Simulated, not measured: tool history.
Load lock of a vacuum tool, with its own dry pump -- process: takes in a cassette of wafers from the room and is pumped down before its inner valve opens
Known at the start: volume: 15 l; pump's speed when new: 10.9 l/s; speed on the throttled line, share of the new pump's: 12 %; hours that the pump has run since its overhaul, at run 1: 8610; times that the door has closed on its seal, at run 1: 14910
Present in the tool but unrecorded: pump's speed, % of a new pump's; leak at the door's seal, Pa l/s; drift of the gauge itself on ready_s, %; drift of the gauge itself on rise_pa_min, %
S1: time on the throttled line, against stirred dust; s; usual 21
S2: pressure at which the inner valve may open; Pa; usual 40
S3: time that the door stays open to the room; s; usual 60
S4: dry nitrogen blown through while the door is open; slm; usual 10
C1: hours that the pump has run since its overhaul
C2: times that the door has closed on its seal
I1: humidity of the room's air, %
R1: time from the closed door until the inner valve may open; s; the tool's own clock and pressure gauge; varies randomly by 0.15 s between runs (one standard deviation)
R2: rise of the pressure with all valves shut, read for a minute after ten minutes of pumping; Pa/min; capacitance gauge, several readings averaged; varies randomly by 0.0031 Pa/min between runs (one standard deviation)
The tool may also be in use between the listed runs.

run,day,S1,S2,S3,S4,C1,C2,I1,R1,R2
1,0,21,40,60,10,8610,14910,41.7,29.5,0.127
2,3.775,22,40,60,10,8701,15339,40,30.5,0.133
3,9.279,22,40,60,10,8833,15963,46.3,30.6,0.145
4,12.783,21,40,60,10,8917,16360,41.4,29.5,0.146
5,15.779,21,40,60,10,8989,16700,44.4,29.6,0.152
6,19.133,21,40,60,10,9070,17081,45.9,29.5,0.152
7,21.7,21,40,60,10,9131,17372,45.4,29.6,0.154
8,24.504,21,31,28,10,9199,17690,47,30.1,0.121
9,28.233,21,31,28,10,9288,18113,45.1,30,0.123
10,34.15,21,31,28,10,9430,18784,46.4,30.2,0.126
11,37.129,14,31,56,10,9502,19122,47.9,24.1,0.159
12,39.971,14,31,56,10,9570,19444,47,24.1,0.161
13,45.188,14,31,56,10,9695,20036,45.7,24,0.16

Forecast run 14:
14,47.767,35,46,56,4,9757,20329,43.1,?,?

R1: 41.7 s
R2: 0.165 Pa/min
Take away the tool's hidden state, keep the run-to-run variation as it was, and the same run would have given R1 41.3 s, R2 0.09 Pa/min.

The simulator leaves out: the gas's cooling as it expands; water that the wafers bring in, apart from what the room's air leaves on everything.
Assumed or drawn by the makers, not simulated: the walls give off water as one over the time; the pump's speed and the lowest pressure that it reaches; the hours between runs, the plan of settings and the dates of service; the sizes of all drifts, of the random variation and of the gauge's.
